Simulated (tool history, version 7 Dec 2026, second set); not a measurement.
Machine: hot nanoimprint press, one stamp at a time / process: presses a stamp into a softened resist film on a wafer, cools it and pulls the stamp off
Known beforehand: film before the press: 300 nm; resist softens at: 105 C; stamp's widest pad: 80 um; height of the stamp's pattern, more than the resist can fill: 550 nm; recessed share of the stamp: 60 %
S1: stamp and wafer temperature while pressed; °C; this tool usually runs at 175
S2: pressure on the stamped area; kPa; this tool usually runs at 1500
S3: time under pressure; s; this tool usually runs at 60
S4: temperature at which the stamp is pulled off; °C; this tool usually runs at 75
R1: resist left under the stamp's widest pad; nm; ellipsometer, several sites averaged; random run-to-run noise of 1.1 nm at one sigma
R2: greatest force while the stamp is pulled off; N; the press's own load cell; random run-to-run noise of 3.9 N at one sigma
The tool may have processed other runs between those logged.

run   hour   S1    S2  S3  S4     R1   R2
  1    0.0  175  1500  60  75  178.3  290
      41.8  -- stamp cleaned and given a new release coat
  2   48.0  172  1500  60  75  201.3  191
  3   81.6  172  1500  60  75  199.4  206
     107.1  -- press's hydraulic seals changed and the load cell set to zero
  4  118.8  172  1500  60  75  191.8  219
  5  147.7  172  1500  60  75  191.4  230
     156.9  -- plate thermocouple calibrated
  6  178.1  172  1500  60  75  193.7  251
  7  232.8  172  1500  60  62  196.3  328
  8  287.1  172  1500  60  62  195.2  360
     324.5  -- plate thermocouple calibrated, once more
     334.6  -- stamp cleaned and given a new release coat
  9  361.6  164  1040  60  75  261.8  201
 10  401.8  164  1040  60  75  265.7  225
 11  431.0  175  1500  60  65  175.3  272

Here are 4 independent what-if runs from the current tool condition. What would each one return?
  A  491.7  175  1500  58  73   ?   ?
  B  491.7  175  2100  39  79   ?   ?
  C  491.7  175  1780  43  78   ?   ?
  D  491.7  175  1500  60  70   ?   ?

run     R1   R2
  A  176.4  264
  B  172.9  239
  C  182.3  239
  D  172.4  279
Without the tool's hidden state the same runs would have given:
run     R1   R2
  A  171.3  199
  B  167.1  180
  C  176.8  180
  D  167.3  210
